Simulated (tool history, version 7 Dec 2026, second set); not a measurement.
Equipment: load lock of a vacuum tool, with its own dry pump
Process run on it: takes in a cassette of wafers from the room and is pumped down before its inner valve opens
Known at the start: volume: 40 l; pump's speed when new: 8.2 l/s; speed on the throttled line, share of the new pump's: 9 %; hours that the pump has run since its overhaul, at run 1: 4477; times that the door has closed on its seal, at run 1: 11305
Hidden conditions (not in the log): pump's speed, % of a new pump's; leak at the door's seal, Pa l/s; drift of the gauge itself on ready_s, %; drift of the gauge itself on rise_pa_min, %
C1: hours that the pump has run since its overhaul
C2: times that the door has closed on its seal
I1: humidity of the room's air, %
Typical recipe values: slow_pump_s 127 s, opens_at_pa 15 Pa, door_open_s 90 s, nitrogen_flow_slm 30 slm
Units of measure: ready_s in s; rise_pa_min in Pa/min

Run 1, day 0.000: usual settings; C1 4477; C2 11305; I1 42.5. Result: ready_s 160.7 s, rise_pa_min 0.165 Pa/min.
Run 2, day 2.904: usual settings; C1 4547; C2 11483; I1 43.7. Result: ready_s 160.4 s, rise_pa_min 0.186 Pa/min.
Run 3, day 6.608: usual settings but opens_at_pa 14 Pa; C1 4635; C2 11710; I1 47.1. Result: ready_s 161.1 s, rise_pa_min 0.192 Pa/min.
Run 4, day 10.504: usual settings but opens_at_pa 14 Pa; C1 4729; C2 11949; I1 45.8. Result: ready_s 161.2 s, rise_pa_min 0.194 Pa/min.
Run 5, day 14.650: usual settings; C1 4828; C2 12203; I1 47.1. Result: ready_s 160.8 s, rise_pa_min 0.186 Pa/min.
Run 6, day 17.204: usual settings but nitrogen_flow_slm 22 slm; C1 4890; C2 12360; I1 46.9. Result: ready_s 160.4 s, rise_pa_min 0.202 Pa/min.
Run 7, day 20.654: usual settings but nitrogen_flow_slm 22 slm; C1 4973; C2 12571; I1 45.9. Result: ready_s 161.1 s, rise_pa_min 0.212 Pa/min.
Run 8, day 24.925: usual settings but nitrogen_flow_slm 22 slm; C1 5075; C2 12833; I1 44.0. Result: ready_s 161.5 s, rise_pa_min 0.209 Pa/min.
Run 9, day 27.629: usual settings but nitrogen_flow_slm 23 slm; C1 5140; C2 12999; I1 46.2. Result: ready_s 161.4 s, rise_pa_min 0.218 Pa/min.
Run 10, day 31.454: usual settings but nitrogen_flow_slm 23 slm; C1 5232; C2 13233; I1 43.9. Result: ready_s 160.9 s, rise_pa_min 0.215 Pa/min.
Run 11, day 36.383: usual settings; C1 5350; C2 13535; I1 41.0. Result: ready_s 160.8 s, rise_pa_min 0.219 Pa/min.
Run 12, day 39.079: usual settings; C1 5415; C2 13701; I1 42.9. Result: ready_s 160.9 s, rise_pa_min 0.220 Pa/min.
Run 13, day 44.492: usual settings; C1 5545; C2 14033; I1 43.5. Result: ready_s 160.9 s, rise_pa_min 0.225 Pa/min.
Run 14, day 48.704: usual settings; C1 5646; C2 14291; I1 42.1. Result: ready_s 161.2 s, rise_pa_min 0.226 Pa/min.
Run 15, day 51.829: usual settings; C1 5721; C2 14482; I1 41.9. Result: ready_s 160.6 s, rise_pa_min 0.237 Pa/min.
Run 16, day 58.108: usual settings; C1 5871; C2 14867; I1 51.1. Result: ready_s 160.4 s, rise_pa_min 0.251 Pa/min.
Run 17, day 62.292: usual settings but door_open_s 35 s; C1 5972; C2 15124; I1 45.5. Result: ready_s 160.7 s, rise_pa_min 0.241 Pa/min.
Run 18, day 64.888: usual settings but door_open_s 35 s; C1 6034; C2 15283; I1 47.0. Result: ready_s 161.2 s, rise_pa_min 0.248 Pa/min.
Run 19, day 70.971: usual settings but door_open_s 35 s; C1 6180; C2 15656; I1 46.9. Result: ready_s 161.6 s, rise_pa_min 0.253 Pa/min.
Run 20, day 75.038: usual settings but door_open_s 35 s; C1 6278; C2 15905; I1 43.8. Result: ready_s 161.2 s, rise_pa_min 0.253 Pa/min.
Run 21, day 79.800: usual settings but door_open_s 35 s; C1 6392; C2 16197; I1 42.5. Result: ready_s 161.3 s, rise_pa_min 0.259 Pa/min.
Run 22, day 83.771: usual settings but door_open_s 35 s; C1 6487; C2 16440; I1 46.5. Result: ready_s 160.7 s, rise_pa_min 0.270 Pa/min.
Run 23, day 89.925: usual settings but slow_pump_s 220 s, opens_at_pa 25 Pa, door_open_s 35 s, nitrogen_flow_slm 31 slm; C1 6635; C2 16818; I1 41.4. Result: ready_s 243.5 s, rise_pa_min 0.278 Pa/min.
Run 24, day 93.129: usual settings but slow_pump_s 66 s, door_open_s 56 s; C1 6712; C2 17014; I1 47.1. Result: ready_s 105.9 s, rise_pa_min 0.290 Pa/min.
Run 25, day 98.188: usual settings but door_open_s 196 s, nitrogen_flow_slm 6 slm; C1 6833; C2 17324; I1 46.2. Result: ready_s 161.3 s, rise_pa_min 0.359 Pa/min.
Run 26, day 101.458: usual settings but opens_at_pa 11 Pa, door_open_s 37 s, nitrogen_flow_slm 11 slm; C1 6912; C2 17525; I1 43.9. Result: ready_s 163.5 s, rise_pa_min 0.308 Pa/min.
Run 27, day 106.762: usual settings but slow_pump_s 76 s, opens_at_pa 21 Pa, door_open_s 153 s, nitrogen_flow_slm 6 slm; C1 7039; C2 17850; I1 48.1. Result: ready_s 113.5 s, rise_pa_min 0.372 Pa/min.
Run 28, day 111.138: usual settings but slow_pump_s 76 s, opens_at_pa 21 Pa, door_open_s 153 s, nitrogen_flow_slm 6 slm; C1 7144; C2 18118; I1 41.0. Result: ready_s 113.0 s, rise_pa_min 0.362 Pa/min.
Run 29, day 117.296: usual settings but slow_pump_s 76 s, opens_at_pa 21 Pa, door_open_s 153 s, nitrogen_flow_slm 6 slm; C1 7292; C2 18495; I1 46.6. Result: ready_s 113.2 s, rise_pa_min 0.390 Pa/min.
Run 30, day 120.721: usual settings but slow_pump_s 119 s; C1 7374; C2 18705; I1 43.7. Result: ready_s 154.0 s, rise_pa_min 0.336 Pa/min.
Run 31, day 124.250: usual settings but slow_pump_s 119 s; C1 7459; C2 18922; I1 48.1. Result: ready_s 154.1 s, rise_pa_min 0.345 Pa/min.
Run 32, day 129.854: usual settings but slow_pump_s 112 s, opens_at_pa 27 Pa, door_open_s 129 s, nitrogen_flow_slm 5 slm; C1 7593; C2 19265; I1 42.2. Result: ready_s 145.1 s, rise_pa_min 0.399 Pa/min.
Run 33, day 132.821: usual settings but slow_pump_s 112 s, opens_at_pa 27 Pa, door_open_s 129 s, nitrogen_flow_slm 5 slm; C1 7665; C2 19447; I1 46.8. Result: ready_s 144.5 s, rise_pa_min 0.407 Pa/min.
Run 34, day 137.825: usual settings but door_open_s 39 s, nitrogen_flow_slm 35 slm; C1 7785; C2 19754; I1 44.1. Result: ready_s 161.5 s, rise_pa_min 0.355 Pa/min.
Run 35, day 140.521: usual settings but nitrogen_flow_slm 8 slm; C1 7849; C2 19919; I1 49.0. Result: ready_s 162.4 s, rise_pa_min 0.414 Pa/min.
Run 36, day 144.812: usual settings but nitrogen_flow_slm 8 slm; C1 7952; C2 20182; I1 47.9. Result: ready_s 162.3 s, rise_pa_min 0.404 Pa/min.
Run 37, day 147.458: usual settings but nitrogen_flow_slm 8 slm; C1 8016; C2 20344; I1 42.6. Result: ready_s 161.4 s, rise_pa_min 0.403 Pa/min.

Consider 3 possible next runs. They are alternatives, not a sequence: every one starts from the tool as it was left by run 37. What does each give?
Run A, day 151.767: usual settings but opens_at_pa 21 Pa, door_open_s 128 s; C1 8119; C2 20608; I1 43.6. Result: ready_s ?, rise_pa_min ?.
Run B, day 151.767: usual settings but opens_at_pa 18 Pa; C1 8119; C2 20608; I1 43.7. Result: ready_s ?, rise_pa_min ?.
Run C, day 151.767: usual settings but opens_at_pa 12 Pa, door_open_s 124 s, nitrogen_flow_slm 31 slm; C1 8119; C2 20608; I1 44.4. Result: ready_s ?, rise_pa_min ?.

run  ready_s  rise_pa_min
  A    159.2        0.396
  B    160.8        0.391
  C    163.3        0.386
Had the tool no hidden state, the same runs would have come out as:
run  ready_s  rise_pa_min
  A    157.0        0.055
  B    158.5        0.049
  C    160.8        0.053

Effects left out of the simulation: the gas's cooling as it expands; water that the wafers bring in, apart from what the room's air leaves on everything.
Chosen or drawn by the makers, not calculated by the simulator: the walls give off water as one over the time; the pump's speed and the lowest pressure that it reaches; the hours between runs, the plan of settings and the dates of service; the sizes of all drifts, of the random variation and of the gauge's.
